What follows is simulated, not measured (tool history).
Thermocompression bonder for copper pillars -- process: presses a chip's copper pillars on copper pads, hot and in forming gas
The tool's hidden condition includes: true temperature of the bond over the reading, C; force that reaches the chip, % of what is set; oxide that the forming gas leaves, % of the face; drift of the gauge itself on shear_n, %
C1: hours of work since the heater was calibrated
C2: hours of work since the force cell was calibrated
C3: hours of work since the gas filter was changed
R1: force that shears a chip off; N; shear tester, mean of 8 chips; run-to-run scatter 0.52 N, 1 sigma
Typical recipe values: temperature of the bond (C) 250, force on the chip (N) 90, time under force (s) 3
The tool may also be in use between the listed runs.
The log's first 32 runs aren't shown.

run 33 hour=662.2 | temperature_of_the_bond_(C)=226 force_on_the_chip_(N)=66 time_under_force_(s)=2 | C1=676 C2=726 C3=113 | R1=19.2
run 34 hour=683.3 | temperature_of_the_bond_(C)=226 force_on_the_chip_(N)=66 time_under_force_(s)=2 | C1=685 C2=734 C3=122 | R1=18.8
run 35 hour=705.5 | temperature_of_the_bond_(C)=226 force_on_the_chip_(N)=66 time_under_force_(s)=2 | C1=694 C2=743 C3=131 | R1=18.7
run 36 hour=724.6 | temperature_of_the_bond_(C)=226 force_on_the_chip_(N)=58 time_under_force_(s)=2 | C1=702 C2=751 C3=139 | R1=16.3
run 37 hour=746.4 | temperature_of_the_bond_(C)=232 force_on_the_chip_(N)=58 time_under_force_(s)=6 | C1=711 C2=760 C3=148 | R1=29.4
run 38 hour=771.3 | temperature_of_the_bond_(C)=232 force_on_the_chip_(N)=58 time_under_force_(s)=6 | C1=721 C2=770 C3=158 | R1=29.5
run 39 hour=795.7 | temperature_of_the_bond_(C)=250 force_on_the_chip_(N)=107 time_under_force_(s)=5 | C1=731 C2=780 C3=168 | R1=65.3
run 40 hour=810.7 | temperature_of_the_bond_(C)=250 force_on_the_chip_(N)=70 time_under_force_(s)=3 | C1=737 C2=786 C3=174 | R1=34.7

Each row is a separate what-if for the run after 40, all from the same tool condition, not one after another. Results?
run A hour=832.3 | temperature_of_the_bond_(C)=248 force_on_the_chip_(N)=90 time_under_force_(s)=2 | C1=745 C2=795 C3=183 | R1=?
run B hour=832.3 | temperature_of_the_bond_(C)=261 force_on_the_chip_(N)=122 time_under_force_(s)=2 | C1=745 C2=795 C3=183 | R1=?
run C hour=832.3 | temperature_of_the_bond_(C)=250 force_on_the_chip_(N)=70 time_under_force_(s)=4 | C1=745 C2=795 C3=183 | R1=?
run D hour=832.3 | temperature_of_the_bond_(C)=259 force_on_the_chip_(N)=127 time_under_force_(s)=3 | C1=745 C2=795 C3=183 | R1=?

run=A R1=37.4
run=B R1=60.8
run=C R1=38.4
run=D R1=71.4
Stripped of hidden state, with their random variation kept, the same runs would have yielded:
run=A R1=37.5
run=B R1=60.9
run=C R1=38.5
run=D R1=71.5
